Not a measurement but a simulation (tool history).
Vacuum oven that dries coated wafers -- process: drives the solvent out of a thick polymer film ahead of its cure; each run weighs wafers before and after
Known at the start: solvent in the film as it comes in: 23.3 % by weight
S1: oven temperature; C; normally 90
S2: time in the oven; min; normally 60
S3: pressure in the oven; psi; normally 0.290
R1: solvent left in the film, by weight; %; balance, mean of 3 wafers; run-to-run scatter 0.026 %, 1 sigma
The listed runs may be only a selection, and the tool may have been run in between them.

run	hour	S1	S2	S3	R1
1	0.0	90	60	0.290	1.77
2	22.2	90	60	0.290	1.70
3	33.5	90	60	0.290	1.73
4	54.9	90	60	0.290	1.69
5	76.5	90	60	0.290	1.74
6	88.5	90	60	0.290	1.71
7	102.5	90	60	0.241	1.64
8	122.8	90	34	0.241	4.30
9	134.6	90	34	0.241	4.32
10	158.1	86	60	0.290	2.54
11	175.0	75	60	0.290	5.43
12	191.7	90	60	0.290	1.77
13	213.3	90	60	0.290	1.75

The next listed run, before its measurement:
14	234.8	90	60	0.290	?

{"run 14": {"R1": 1.79}}
Had the tool carried no hidden state, the very same run would have given R1 1.56 %.

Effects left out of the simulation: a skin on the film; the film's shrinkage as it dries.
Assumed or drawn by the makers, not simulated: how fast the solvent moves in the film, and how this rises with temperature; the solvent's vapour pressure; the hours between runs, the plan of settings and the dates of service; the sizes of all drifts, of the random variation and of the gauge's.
